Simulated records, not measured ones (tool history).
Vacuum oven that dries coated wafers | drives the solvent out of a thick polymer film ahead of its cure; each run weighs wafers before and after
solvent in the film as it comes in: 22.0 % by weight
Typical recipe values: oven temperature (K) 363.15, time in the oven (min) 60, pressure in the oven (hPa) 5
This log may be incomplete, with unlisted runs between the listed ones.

| run | day | oven temperature (K) | time in the oven (min) | pressure in the oven (hPa) | solvent left in the film (%) |
|---|---|---|---|---|---|
| 1 | 0 | 363.15 | 60 | 5 | 2.91 |
| 2 | 0.446 | 363.15 | 49 | 5 | 3.96 |
| 3 | 0.908 | 363.15 | 60 | 5 | 2.91 |
| 4 | 1.379 | 363.15 | 60 | 5 | 2.81 |
| 5 | 1.696 | 363.15 | 60 | 5 | 2.89 |
| 6 | 2.112 | 363.15 | 60 | 5 | 2.88 |
| 7 | 2.667 | 363.15 | 60 | 5 | 2.96 |
| 8 | 2.954 | 363.15 | 60 | 5 | 2.92 |
| 9 | 3.375 | 363.15 | 60 | 5 | 3.01 |
| 10 | 3.696 | 363.15 | 89 | 5 | 1.52 |
| 11 | 4.212 | 363.15 | 89 | 5 | 1.47 |
| 12 | 4.612 | 363.15 | 89 | 5 | 1.46 |
| 13 | 4.921 | 363.15 | 89 | 5 | 1.44 |
| 14 | 5.429 | 363.15 | 89 | 5 | 1.48 |
| 15 | 5.688 | 363.15 | 89 | 5 | 1.43 |
| 16 | 6.025 | 363.15 | 89 | 5 | 1.42 |
| 17 | 6.492 | 363.15 | 89 | 5 | 1.43 |
| 18 | 6.925 | 363.15 | 89 | 5 | 1.45 |
| 19 | 7.321 | 363.15 | 60 | 5 | 2.92 |
| 20 | 7.617 | 363.15 | 60 | 12.6 | 3.52 |
| 21 | 7.921 | 363.15 | 60 | 12.6 | 3.55 |
| 22 | 8.262 | 363.15 | 60 | 12.6 | 3.56 |
| 23 | 8.779 | 363.15 | 40 | 12.6 | 5.71 |
| 24 | 9.333 | 363.15 | 40 | 12.6 | 5.85 |
| 25 | 9.712 | 363.15 | 40 | 12.6 | 5.72 |
| 26 | 10.279 | 357.15 | 40 | 7.37 | 7.25 |
| 27 | 10.667 | 357.15 | 40 | 7.37 | 7.22 |
| 28 | 11.229 | 357.15 | 62 | 4.51 | 4.4 |
| 29 | 11.475 | 373.15 | 32 | 4.51 | 3.83 |

What will run 30 give?
| 30 | 11.742 | 354.15 | 45 | 2.53 | ? |

{"run 30": {"solvent left in the film (%)": 7}}
On a tool with no hidden condition, and with the same random variation, this run would have come out at solvent left in the film (%) 6.94.

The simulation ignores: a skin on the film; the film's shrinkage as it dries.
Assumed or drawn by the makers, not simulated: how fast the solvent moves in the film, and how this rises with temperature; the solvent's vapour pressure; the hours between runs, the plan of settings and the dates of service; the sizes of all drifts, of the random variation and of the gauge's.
